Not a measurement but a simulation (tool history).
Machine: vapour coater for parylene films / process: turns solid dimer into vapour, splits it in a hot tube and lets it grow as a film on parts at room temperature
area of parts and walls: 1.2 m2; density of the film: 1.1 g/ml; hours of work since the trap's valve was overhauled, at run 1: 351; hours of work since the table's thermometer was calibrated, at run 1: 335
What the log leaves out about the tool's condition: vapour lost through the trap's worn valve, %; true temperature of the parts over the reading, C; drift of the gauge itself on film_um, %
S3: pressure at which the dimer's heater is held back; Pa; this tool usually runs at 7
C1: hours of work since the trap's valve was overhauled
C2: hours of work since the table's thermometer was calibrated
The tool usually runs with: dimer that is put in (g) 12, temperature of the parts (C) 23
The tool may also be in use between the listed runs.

run 1 hour=0 | dimer_that_is_put_in_(g)=12 temperature_of_the_parts_(C)=23 S3=7 | C1=351 C2=335 | thickness_of_the_film_(nm)=5990
run 2 hour=36.5 | dimer_that_is_put_in_(g)=12 temperature_of_the_parts_(C)=23 S3=7 | C1=367 C2=352 | thickness_of_the_film_(nm)=5950
run 3 hour=64.8 | dimer_that_is_put_in_(g)=12 temperature_of_the_parts_(C)=23 S3=7 | C1=379 C2=364 | thickness_of_the_film_(nm)=6010
run 4 hour=84.9 | dimer_that_is_put_in_(g)=12 temperature_of_the_parts_(C)=23 S3=7 | C1=388 C2=373 | thickness_of_the_film_(nm)=5970
run 5 hour=117.9 | dimer_that_is_put_in_(g)=12 temperature_of_the_parts_(C)=22 S3=7 | C1=403 C2=388 | thickness_of_the_film_(nm)=6200
run 6 hour=151.2 | dimer_that_is_put_in_(g)=12 temperature_of_the_parts_(C)=22 S3=7 | C1=418 C2=403 | thickness_of_the_film_(nm)=6280
run 7 hour=168.8 | dimer_that_is_put_in_(g)=12 temperature_of_the_parts_(C)=22 S3=7 | C1=426 C2=411 | thickness_of_the_film_(nm)=6250
run 8 hour=185.3 | dimer_that_is_put_in_(g)=12 temperature_of_the_parts_(C)=22 S3=7 | C1=433 C2=418 | thickness_of_the_film_(nm)=6230
run 9 hour=206.7 | dimer_that_is_put_in_(g)=12 temperature_of_the_parts_(C)=22 S3=7 | C1=443 C2=427 | thickness_of_the_film_(nm)=6220
run 10 hour=243.1 | dimer_that_is_put_in_(g)=12 temperature_of_the_parts_(C)=23 S3=7 | C1=459 C2=444 | thickness_of_the_film_(nm)=5910
run 11 hour=271.6 | dimer_that_is_put_in_(g)=12 temperature_of_the_parts_(C)=23 S3=7 | C1=471 C2=456 | thickness_of_the_film_(nm)=5920
run 12 hour=302.6 | dimer_that_is_put_in_(g)=12 temperature_of_the_parts_(C)=23 S3=7 | C1=485 C2=470 | thickness_of_the_film_(nm)=5920
run 13 hour=328.8 | dimer_that_is_put_in_(g)=12 temperature_of_the_parts_(C)=23 S3=4.36 | C1=497 C2=482 | thickness_of_the_film_(nm)=6040
run 14 hour=347.3 | dimer_that_is_put_in_(g)=12 temperature_of_the_parts_(C)=23 S3=7 | C1=505 C2=490 | thickness_of_the_film_(nm)=5940
run 15 hour=363.1 | dimer_that_is_put_in_(g)=12 temperature_of_the_parts_(C)=23 S3=7 | C1=512 C2=497 | thickness_of_the_film_(nm)=5880
run 16 hour=382.9 | dimer_that_is_put_in_(g)=12 temperature_of_the_parts_(C)=23 S3=7 | C1=521 C2=506 | thickness_of_the_film_(nm)=5960
run 17 hour=419 | dimer_that_is_put_in_(g)=12 temperature_of_the_parts_(C)=27 S3=2.37 | C1=537 C2=522 | thickness_of_the_film_(nm)=5260
run 18 hour=441.1 | dimer_that_is_put_in_(g)=6 temperature_of_the_parts_(C)=34 S3=3.2 | C1=547 C2=532 | thickness_of_the_film_(nm)=1940
run 19 hour=477.8 | dimer_that_is_put_in_(g)=6 temperature_of_the_parts_(C)=32 S3=8.62 | C1=563 C2=548 | thickness_of_the_film_(nm)=2000
run 20 hour=513.2 | dimer_that_is_put_in_(g)=6 temperature_of_the_parts_(C)=32 S3=8.62 | C1=579 C2=564 | thickness_of_the_film_(nm)=2000
run 21 hour=534.2 | dimer_that_is_put_in_(g)=17 temperature_of_the_parts_(C)=29 S3=4 | C1=588 C2=573 | thickness_of_the_film_(nm)=6670
run 22 hour=549.6 | dimer_that_is_put_in_(g)=17 temperature_of_the_parts_(C)=33 S3=4 | C1=595 C2=580 | thickness_of_the_film_(nm)=5640
run 23 hour=578.2 | dimer_that_is_put_in_(g)=5 temperature_of_the_parts_(C)=23 S3=5.29 | C1=608 C2=593 | thickness_of_the_film_(nm)=2490

For run 24, what comes out?
run 24 hour=594.3 | dimer_that_is_put_in_(g)=8 temperature_of_the_parts_(C)=28 S3=6.78 | C1=615 C2=600 | thickness_of_the_film_(nm)=?

thickness of the film (nm): 3170
With the hidden condition absent and the run-to-run variation left alone, this run would have shown thickness of the film (nm) 3340.
